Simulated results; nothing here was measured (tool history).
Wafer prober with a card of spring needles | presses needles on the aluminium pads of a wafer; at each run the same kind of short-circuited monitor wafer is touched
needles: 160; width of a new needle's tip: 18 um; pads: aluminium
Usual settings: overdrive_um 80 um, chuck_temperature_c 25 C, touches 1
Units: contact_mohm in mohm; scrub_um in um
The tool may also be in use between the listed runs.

run 1 hour=0.0 | overdrive_um=80 chuck_temperature_c=25 touches=1 | contact_mohm=144 scrub_um=15.90
-- hour=13.5 tips cleaned on abrasive film
-- hour=26.9 tips cleaned on abrasive film
-- hour=40.4 tips cleaned on abrasive film
-- hour=53.8 tips cleaned on abrasive film
run 2 hour=54.8 | overdrive_um=80 chuck_temperature_c=25 touches=1 | contact_mohm=143 scrub_um=15.91
-- hour=68.3 tips cleaned on abrasive film
-- hour=81.7 tips cleaned on abrasive film
-- hour=95.2 tips cleaned on abrasive film
-- hour=108.6 tips cleaned on abrasive film
-- hour=125.4 tips cleaned on abrasive film
run 3 hour=135.1 | overdrive_um=80 chuck_temperature_c=25 touches=1 | contact_mohm=189 scrub_um=15.81
-- hour=141.9 tips cleaned on abrasive film
-- hour=155.4 tips cleaned on abrasive film
-- hour=172.2 tips cleaned on abrasive film
-- hour=189.0 tips cleaned on abrasive film
-- hour=205.7 tips cleaned on abrasive film
run 4 hour=219.1 | overdrive_um=80 chuck_temperature_c=25 touches=1 | contact_mohm=199 scrub_um=15.76
-- hour=222.5 tips cleaned on abrasive film
-- hour=236.0 tips cleaned on abrasive film
-- hour=252.8 tips cleaned on abrasive film
-- hour=269.6 tips cleaned on abrasive film
-- hour=286.4 tips cleaned on abrasive film
-- hour=303.2 tips cleaned on abrasive film
run 5 hour=308.7 | overdrive_um=80 chuck_temperature_c=25 touches=1 | contact_mohm=165 scrub_um=15.69
-- hour=318.8 tips cleaned on abrasive film
-- hour=325.8 height of the first contact set anew
-- hour=335.9 tips cleaned on abrasive film
-- hour=349.4 tips cleaned on abrasive film
-- hour=366.2 tips cleaned on abrasive film
-- hour=379.6 tips cleaned on abrasive film
-- hour=393.5 tips cleaned on abrasive film
run 6 hour=393.5 | overdrive_um=80 chuck_temperature_c=25 touches=3 | contact_mohm=130 scrub_um=15.48
-- hour=410.3 tips cleaned on abrasive film
-- hour=427.1 tips cleaned on abrasive film
-- hour=443.9 tips cleaned on abrasive film
run 7 hour=453.9 | overdrive_um=83 chuck_temperature_c=25 touches=1 | contact_mohm=184 scrub_um=16.08
-- hour=457.4 tips cleaned on abrasive film
-- hour=471.0 height of the first contact set anew, once more
-- hour=471.1 tips cleaned on abrasive film
-- hour=487.9 tips cleaned on abrasive film
run 8 hour=497.4 | overdrive_um=79 chuck_temperature_c=25 touches=1 | contact_mohm=182 scrub_um=15.92
-- hour=504.2 tips cleaned on abrasive film
-- hour=517.6 tips cleaned on abrasive film
-- hour=531.1 tips cleaned on abrasive film
-- hour=544.5 tips cleaned on abrasive film
-- hour=558.0 tips cleaned on abrasive film
-- hour=574.8 tips cleaned on abrasive film
-- hour=589.1 tips cleaned on abrasive film
run 9 hour=589.1 | overdrive_um=79 chuck_temperature_c=25 touches=1 | contact_mohm=137 scrub_um=15.85
-- hour=602.6 tips cleaned on abrasive film
-- hour=619.4 tips cleaned on abrasive film
-- hour=636.1 tips cleaned on abrasive film
-- hour=649.6 tips cleaned on abrasive film
run 10 hour=658.0 | overdrive_um=79 chuck_temperature_c=25 touches=1 | contact_mohm=175 scrub_um=15.75
-- hour=664.8 tips cleaned on abrasive film
-- hour=681.6 tips cleaned on abrasive film
-- hour=695.0 tips cleaned on abrasive film
-- hour=711.8 tips cleaned on abrasive film
-- hour=725.3 tips cleaned on abrasive film
-- hour=738.7 tips cleaned on abrasive film
run 11 hour=742.6 | overdrive_um=79 chuck_temperature_c=25 touches=1 | contact_mohm=162 scrub_um=15.69
-- hour=752.7 tips cleaned on abrasive film
-- hour=769.5 tips cleaned on abrasive film
-- hour=786.3 tips cleaned on abrasive film
-- hour=803.1 tips cleaned on abrasive film
-- hour=816.5 tips cleaned on abrasive film
-- hour=833.3 tips cleaned on abrasive film
run 12 hour=833.7 | overdrive_um=73 chuck_temperature_c=34 touches=2 | contact_mohm=141 scrub_um=14.44
-- hour=847.1 tips cleaned on abrasive film
-- hour=860.6 tips cleaned on abrasive film
-- hour=874.0 tips cleaned on abrasive film
run 13 hour=883.8 | overdrive_um=65 chuck_temperature_c=61 touches=3 | contact_mohm=168 scrub_um=12.79
-- hour=890.6 tips cleaned on abrasive film
-- hour=904.0 tips cleaned on abrasive film
-- hour=920.8 tips cleaned on abrasive film
-- hour=937.6 tips cleaned on abrasive film
-- hour=954.4 tips cleaned on abrasive film
run 14 hour=966.7 | overdrive_um=65 chuck_temperature_c=61 touches=3 | contact_mohm=177 scrub_um=12.70
-- hour=970.1 tips cleaned on abrasive film
-- hour=983.6 tips cleaned on abrasive film
-- hour=997.0 tips cleaned on abrasive film
-- hour=1013.8 tips cleaned on abrasive film
-- hour=1017.5 height of the first contact set anew
-- hour=1030.5 tips cleaned on abrasive film
run 15 hour=1030.5 | overdrive_um=77 chuck_temperature_c=94 touches=2 | contact_mohm=147 scrub_um=15.53
-- hour=1047.3 tips cleaned on abrasive film
-- hour=1060.7 tips cleaned on abrasive film
-- hour=1074.2 tips cleaned on abrasive film
run 16 hour=1076.9 | overdrive_um=77 chuck_temperature_c=30 touches=2 | contact_mohm=145 scrub_um=15.44
-- hour=1090.4 tips cleaned on abrasive film
-- hour=1103.8 tips cleaned on abrasive film
-- hour=1117.3 tips cleaned on abrasive film
-- hour=1132.4 tips cleaned on abrasive film
run 17 hour=1132.4 | overdrive_um=83 chuck_temperature_c=115 touches=2 | contact_mohm=146 scrub_um=16.60
-- hour=1149.2 tips cleaned on abrasive film
-- hour=1162.6 tips cleaned on abrasive film
-- hour=1179.3 tips cleaned on abrasive film
run 18 hour=1179.3 | overdrive_um=70 chuck_temperature_c=25 touches=1 | contact_mohm=144 scrub_um=13.94
-- hour=1192.8 tips cleaned on abrasive film
-- hour=1206.2 tips cleaned on abrasive film
run 19 hour=1218.2 | overdrive_um=98 chuck_temperature_c=77 touches=1 | contact_mohm=178 scrub_um=19.56
-- hour=1221.7 tips cleaned on abrasive film
-- hour=1238.5 tips cleaned on abrasive film
-- hour=1251.9 tips cleaned on abrasive film
run 20 hour=1265.0 | overdrive_um=98 chuck_temperature_c=77 touches=1 | contact_mohm=181 scrub_um=19.56
-- hour=1268.5 tips cleaned on abrasive film
-- hour=1281.9 tips cleaned on abrasive film
-- hour=1298.7 tips cleaned on abrasive film
-- hour=1315.5 tips cleaned on abrasive film
-- hour=1329.0 tips cleaned on abrasive film
-- hour=1345.8 tips cleaned on abrasive film
run 21 hour=1348.5 | overdrive_um=98 chuck_temperature_c=77 touches=1 | contact_mohm=152 scrub_um=19.50

Forecast each of these 4 alternatives for the next run:
-- hour=1361.9 tips cleaned on abrasive film
-- hour=1378.7 tips cleaned on abrasive film
-- hour=1395.5 tips cleaned on abrasive film
-- hour=1409.0 tips cleaned on abrasive film
-- hour=1425.8 tips cleaned on abrasive film
run A hour=1425.8 | overdrive_um=90 chuck_temperature_c=106 touches=1 | contact_mohm=? scrub_um=?
-- hour=1361.9 tips cleaned on abrasive film
-- hour=1378.7 tips cleaned on abrasive film
-- hour=1395.5 tips cleaned on abrasive film
-- hour=1409.0 tips cleaned on abrasive film
-- hour=1425.8 tips cleaned on abrasive film
run B hour=1425.8 | overdrive_um=84 chuck_temperature_c=25 touches=1 | contact_mohm=? scrub_um=?
-- hour=1361.9 tips cleaned on abrasive film
-- hour=1378.7 tips cleaned on abrasive film
-- hour=1395.5 tips cleaned on abrasive film
-- hour=1409.0 tips cleaned on abrasive film
-- hour=1425.8 tips cleaned on abrasive film
run C hour=1425.8 | overdrive_um=98 chuck_temperature_c=77 touches=3 | contact_mohm=? scrub_um=?
-- hour=1361.9 tips cleaned on abrasive film
-- hour=1378.7 tips cleaned on abrasive film
-- hour=1395.5 tips cleaned on abrasive film
-- hour=1409.0 tips cleaned on abrasive film
-- hour=1425.8 tips cleaned on abrasive film
run D hour=1425.8 | overdrive_um=71 chuck_temperature_c=25 touches=1 | contact_mohm=? scrub_um=?

run=A contact_mohm=144 scrub_um=17.80
run=B contact_mohm=132 scrub_um=16.62
run=C contact_mohm=134 scrub_um=19.38
run=D contact_mohm=140 scrub_um=13.98
Without the tool's hidden state the same runs would have given:
run=A contact_mohm=137 scrub_um=18.12
run=B contact_mohm=125 scrub_um=16.94
run=C contact_mohm=129 scrub_um=19.70
run=D contact_mohm=130 scrub_um=14.30

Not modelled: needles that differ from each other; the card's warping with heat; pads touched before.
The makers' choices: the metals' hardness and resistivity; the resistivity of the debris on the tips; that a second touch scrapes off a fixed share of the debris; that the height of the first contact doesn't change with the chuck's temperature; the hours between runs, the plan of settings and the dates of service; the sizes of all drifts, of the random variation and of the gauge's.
